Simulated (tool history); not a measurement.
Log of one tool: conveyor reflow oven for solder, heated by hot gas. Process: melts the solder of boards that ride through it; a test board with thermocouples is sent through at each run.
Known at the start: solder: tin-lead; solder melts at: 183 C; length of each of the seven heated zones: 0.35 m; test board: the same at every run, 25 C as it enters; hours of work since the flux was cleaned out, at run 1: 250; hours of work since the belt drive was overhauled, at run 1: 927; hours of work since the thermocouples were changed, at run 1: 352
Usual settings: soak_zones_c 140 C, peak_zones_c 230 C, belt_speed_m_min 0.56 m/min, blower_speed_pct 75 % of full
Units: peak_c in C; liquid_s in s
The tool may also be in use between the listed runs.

| run | day | soak_zones_c | peak_zones_c | belt_speed_m_min | blower_speed_pct | hours of work since the flux was cleaned out | hours of work since the belt drive was overhauled | hours of work since the thermocouples were changed | peak_c | liquid_s |
|---|---|---|---|---|---|---|---|---|---|---|
| 1 | 0 | 140 | 230 | 0.56 | 75 | 250 | 927 | 352 | 208.6 | 48.8 |
| 2 | 2.096 | 140 | 230 | 0.56 | 85 | 285 | 962 | 386 | 210.6 | 51.7 |
| 3 | 3.179 | 140 | 230 | 0.56 | 85 | 303 | 979 | 404 | 210.4 | 51.5 |
| 4 | 5.012 | 140 | 230 | 0.56 | 85 | 333 | 1009 | 434 | 210.4 | 51 |
| 5 | 6.238 | 140 | 230 | 0.56 | 75 | 353 | 1030 | 454 | 207.8 | 47.8 |
| 6 | 8.333 | 140 | 230 | 0.559 | 75 | 387 | 1064 | 489 | 207.6 | 47.7 |
| 7 | 10.754 | 140 | 230 | 0.56 | 75 | 427 | 1104 | 529 | 207.3 | 47 |
|  | 12.942 | flux residue cleaned out of gas plates and filters |
| 8 | 12.942 | 140 | 230 | 0.56 | 75 | 0 | 1136 | 561 | 211.8 | 53 |
| 9 | 15.496 | 140 | 230 | 0.56 | 75 | 42 | 1178 | 603 | 211.5 | 52.7 |
| 10 | 17.7 | 140 | 230 | 0.451 | 75 | 78 | 1214 | 639 | 217.8 | 74.2 |
| 11 | 20.179 | 140 | 230 | 0.56 | 75 | 119 | 1255 | 680 | 210.6 | 52.1 |
| 12 | 21.575 | 140 | 230 | 0.56 | 75 | 142 | 1278 | 703 | 210.7 | 52 |
| 13 | 23.162 | 140 | 230 | 0.56 | 75 | 168 | 1304 | 729 | 210.4 | 51.9 |
|  | 23.521 | belt drive overhauled, speed set with a stopwatch |
|  | 24.192 | thermocouples of zones 6 and 7 changed |
| 14 | 25.558 | 140 | 230 | 0.56 | 75 | 203 | 32 | 22 | 208.9 | 50.5 |
| 15 | 27.604 | 140 | 230 | 0.56 | 75 | 236 | 66 | 56 | 208.5 | 50.3 |
| 16 | 28.879 | 142 | 223 | 0.52 | 75 | 257 | 87 | 77 | 206 | 52.5 |

The next listed run, before its measurement:
| 17 | 30.225 | 154 | 230 | 0.613 | 57 | 279 | 109 | 99 | ? | ? |

peak_c: 203.3 C
liquid_s: 42.8 s
Without the tool's hidden state the same run would have given peak_c 203.9 C, liquid_s 42.1 s.

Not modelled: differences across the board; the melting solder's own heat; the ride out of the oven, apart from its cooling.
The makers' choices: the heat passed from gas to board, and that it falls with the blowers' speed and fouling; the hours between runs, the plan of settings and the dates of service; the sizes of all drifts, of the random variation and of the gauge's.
